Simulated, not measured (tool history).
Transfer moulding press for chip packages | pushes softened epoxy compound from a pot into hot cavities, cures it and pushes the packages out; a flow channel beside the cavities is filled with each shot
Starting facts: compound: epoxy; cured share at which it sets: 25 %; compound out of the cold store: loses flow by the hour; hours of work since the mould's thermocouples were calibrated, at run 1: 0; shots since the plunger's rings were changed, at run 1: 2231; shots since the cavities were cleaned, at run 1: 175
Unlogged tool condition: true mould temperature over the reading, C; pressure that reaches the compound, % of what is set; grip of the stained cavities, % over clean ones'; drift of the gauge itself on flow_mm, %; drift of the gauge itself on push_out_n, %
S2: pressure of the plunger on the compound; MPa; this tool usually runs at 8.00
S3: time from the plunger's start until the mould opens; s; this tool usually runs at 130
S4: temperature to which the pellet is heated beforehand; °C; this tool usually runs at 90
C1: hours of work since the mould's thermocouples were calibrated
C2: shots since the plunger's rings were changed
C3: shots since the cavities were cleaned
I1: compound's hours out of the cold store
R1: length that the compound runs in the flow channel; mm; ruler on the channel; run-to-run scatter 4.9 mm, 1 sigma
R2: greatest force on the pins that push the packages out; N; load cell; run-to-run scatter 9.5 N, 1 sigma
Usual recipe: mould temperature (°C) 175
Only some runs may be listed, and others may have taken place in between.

{"run": 1, "hour": 0.0, "mould temperature (°C)": 175, "S2": 8.0, "S3": 130, "S4": 90, "C1": 0, "C2": 2231, "C3": 175, "I1": 23.8, "R1": 901, "R2": 504}
{"run": 2, "hour": 43.4, "mould temperature (°C)": 175, "S2": 8.0, "S3": 130, "S4": 90, "C1": 30, "C2": 2668, "C3": 612, "I1": 21.4, "R1": 907, "R2": 659}
{"hour": 66.5, "done": "cavities cleaned with cleaning compound and waxed"}
{"hour": 99.4, "done": "plunger's sealing rings changed"}
{"run": 3, "hour": 99.4, "mould temperature (°C)": 175, "S2": 8.0, "S3": 130, "S4": 90, "C1": 66, "C2": 0, "C3": 307, "I1": 33.6, "R1": 923, "R2": 562}
{"hour": 152.1, "done": "cavities cleaned with cleaning compound and waxed"}
{"run": 4, "hour": 159.6, "mould temperature (°C)": 175, "S2": 8.0, "S3": 130, "S4": 90, "C1": 106, "C2": 592, "C3": 76, "I1": 36.8, "R1": 892, "R2": 456}
{"run": 5, "hour": 225.0, "mould temperature (°C)": 175, "S2": 8.0, "S3": 130, "S4": 90, "C1": 151, "C2": 1252, "C3": 736, "I1": 45.8, "R1": 840, "R2": 686}
{"hour": 235.2, "done": "cavities cleaned with cleaning compound and waxed"}
{"run": 6, "hour": 268.7, "mould temperature (°C)": 175, "S2": 8.0, "S3": 130, "S4": 90, "C1": 180, "C2": 1679, "C3": 339, "I1": 42.2, "R1": 862, "R2": 577}
{"hour": 321.9, "done": "cavities cleaned with cleaning compound and waxed"}
{"run": 7, "hour": 324.9, "mould temperature (°C)": 175, "S2": 8.0, "S3": 130, "S4": 90, "C1": 217, "C2": 2230, "C3": 30, "I1": 41.1, "R1": 843, "R2": 454}
{"run": 8, "hour": 354.7, "mould temperature (°C)": 175, "S2": 8.0, "S3": 130, "S4": 90, "C1": 238, "C2": 2531, "C3": 331, "I1": 27.0, "R1": 893, "R2": 565}
{"run": 9, "hour": 384.4, "mould temperature (°C)": 175, "S2": 8.0, "S3": 130, "S4": 90, "C1": 258, "C2": 2831, "C3": 631, "I1": 13.4, "R1": 937, "R2": 712}
{"hour": 406.8, "done": "cavities cleaned with cleaning compound and waxed"}
{"hour": 422.5, "done": "plunger's sealing rings changed"}
{"run": 10, "hour": 433.7, "mould temperature (°C)": 175, "S2": 8.0, "S3": 130, "S4": 90, "C1": 289, "C2": 113, "C3": 246, "I1": 28.0, "R1": 944, "R2": 546}
{"run": 11, "hour": 478.6, "mould temperature (°C)": 175, "S2": 8.0, "S3": 130, "S4": 90, "C1": 320, "C2": 566, "C3": 699, "I1": 10.2, "R1": 998, "R2": 709}
{"hour": 492.5, "done": "cavities cleaned with cleaning compound and waxed"}
{"run": 12, "hour": 543.9, "mould temperature (°C)": 175, "S2": 8.0, "S3": 130, "S4": 90, "C1": 364, "C2": 1210, "C3": 518, "I1": 42.1, "R1": 859, "R2": 632}
{"hour": 562.5, "done": "mould's thermocouples calibrated"}
{"hour": 579.6, "done": "cavities cleaned with cleaning compound and waxed"}
{"run": 13, "hour": 580.6, "mould temperature (°C)": 181, "S2": 8.0, "S3": 130, "S4": 90, "C1": 11, "C2": 1545, "C3": 10, "I1": 15.4, "R1": 943, "R2": 354}
{"run": 14, "hour": 641.5, "mould temperature (°C)": 175, "S2": 8.0, "S3": 130, "S4": 90, "C1": 53, "C2": 2160, "C3": 625, "I1": 42.4, "R1": 841, "R2": 624}
{"hour": 665.2, "done": "cavities cleaned with cleaning compound and waxed"}
{"run": 15, "hour": 691.0, "mould temperature (°C)": 175, "S2": 8.0, "S3": 130, "S4": 90, "C1": 86, "C2": 2644, "C3": 260, "I1": 33.8, "R1": 859, "R2": 542}
{"run": 16, "hour": 729.7, "mould temperature (°C)": 175, "S2": 8.0, "S3": 130, "S4": 90, "C1": 113, "C2": 3035, "C3": 651, "I1": 47.0, "R1": 812, "R2": 673}
{"hour": 748.8, "done": "plunger's sealing rings changed"}
{"hour": 757.1, "done": "cavities cleaned with cleaning compound and waxed"}
{"run": 17, "hour": 768.7, "mould temperature (°C)": 170, "S2": 7.56, "S3": 169, "S4": 95, "C1": 137, "C2": 185, "C3": 117, "I1": 21.6, "R1": 937, "R2": 456}
{"run": 18, "hour": 816.4, "mould temperature (°C)": 174, "S2": 9.15, "S3": 125, "S4": 92, "C1": 170, "C2": 667, "C3": 599, "I1": 20.4, "R1": 1011, "R2": 716}
{"hour": 842.6, "done": "cavities cleaned with cleaning compound and waxed"}
{"run": 19, "hour": 883.0, "mould temperature (°C)": 174, "S2": 9.15, "S3": 125, "S4": 92, "C1": 214, "C2": 1324, "C3": 408, "I1": 8.9, "R1": 1065, "R2": 727}
{"hour": 929.3, "done": "cavities cleaned with cleaning compound and waxed"}
{"run": 20, "hour": 948.3, "mould temperature (°C)": 179, "S2": 8.0, "S3": 130, "S4": 86, "C1": 258, "C2": 1968, "C3": 192, "I1": 47.9, "R1": 814, "R2": 478}
{"run": 21, "hour": 995.1, "mould temperature (°C)": 175, "S2": 7.26, "S3": 130, "S4": 95, "C1": 290, "C2": 2440, "C3": 664, "I1": 43.0, "R1": 792, "R2": 674}
{"hour": 1016.7, "done": "cavities cleaned with cleaning compound and waxed"}
{"run": 22, "hour": 1040.1, "mould temperature (°C)": 175, "S2": 7.84, "S3": 143, "S4": 94, "C1": 320, "C2": 2880, "C3": 237, "I1": 29.0, "R1": 869, "R2": 477}
{"hour": 1073.1, "done": "plunger's sealing rings changed"}
{"run": 23, "hour": 1081.7, "mould temperature (°C)": 175, "S2": 8.0, "S3": 138, "S4": 90, "C1": 347, "C2": 87, "C3": 631, "I1": 33.4, "R1": 902, "R2": 623}
{"hour": 1102.8, "done": "cavities cleaned with cleaning compound and waxed"}
{"hour": 1124.6, "done": "mould's thermocouples calibrated"}
{"run": 24, "hour": 1135.1, "mould temperature (°C)": 172, "S2": 8.0, "S3": 142, "S4": 94, "C1": 7, "C2": 590, "C3": 305, "I1": 18.3, "R1": 969, "R2": 569}
{"hour": 1188.5, "done": "cavities cleaned with cleaning compound and waxed"}
{"run": 25, "hour": 1206.1, "mould temperature (°C)": 172, "S2": 7.13, "S3": 125, "S4": 81, "C1": 55, "C2": 1292, "C3": 177, "I1": 22.2, "R1": 897, "R2": 706}
{"run": 26, "hour": 1241.7, "mould temperature (°C)": 176, "S2": 7.56, "S3": 111, "S4": 90, "C1": 79, "C2": 1651, "C3": 536, "I1": 11.2, "R1": 947, "R2": 850}
{"hour": 1276.8, "done": "cavities cleaned with cleaning compound and waxed"}
{"run": 27, "hour": 1313.3, "mould temperature (°C)": 176, "S2": 8.0, "S3": 130, "S4": 84, "C1": 128, "C2": 2359, "C3": 368, "I1": 24.4, "R1": 905, "R2": 570}

Each row is a separate what-if for the run after 27, all from the same tool condition, not one after another. Results?
{"hour": 1361.5, "done": "cavities cleaned with cleaning compound and waxed"}
{"run": "A", "hour": 1371.0, "mould temperature (°C)": 178, "S2": 6.32, "S3": 130, "S4": 84, "C1": 166, "C2": 2927, "C3": 97, "I1": 12.6, "R1": "?", "R2": "?"}
{"hour": 1361.5, "done": "cavities cleaned with cleaning compound and waxed"}
{"run": "B", "hour": 1371.0, "mould temperature (°C)": 176, "S2": 8.0, "S3": 130, "S4": 94, "C1": 166, "C2": 2927, "C3": 97, "I1": 24.2, "R1": "?", "R2": "?"}
{"hour": 1361.5, "done": "cavities cleaned with cleaning compound and waxed"}
{"run": "C", "hour": 1371.0, "mould temperature (°C)": 177, "S2": 8.46, "S3": 130, "S4": 100, "C1": 166, "C2": 2927, "C3": 97, "I1": 23.5, "R1": "?", "R2": "?"}
{"hour": 1361.5, "done": "cavities cleaned with cleaning compound and waxed"}
{"run": "D", "hour": 1371.0, "mould temperature (°C)": 175, "S2": 8.0, "S3": 130, "S4": 84, "C1": 166, "C2": 2927, "C3": 97, "I1": 29.4, "R1": "?", "R2": "?"}

run=A R1=833 R2=442
run=B R1=899 R2=460
run=C R1=918 R2=442
run=D R1=877 R2=471
Without the tool's unlogged condition, the same runs would have read:
run=A R1=881 R2=398
run=B R1=951 R2=414
run=C R1=972 R2=400
run=D R1=928 R2=424
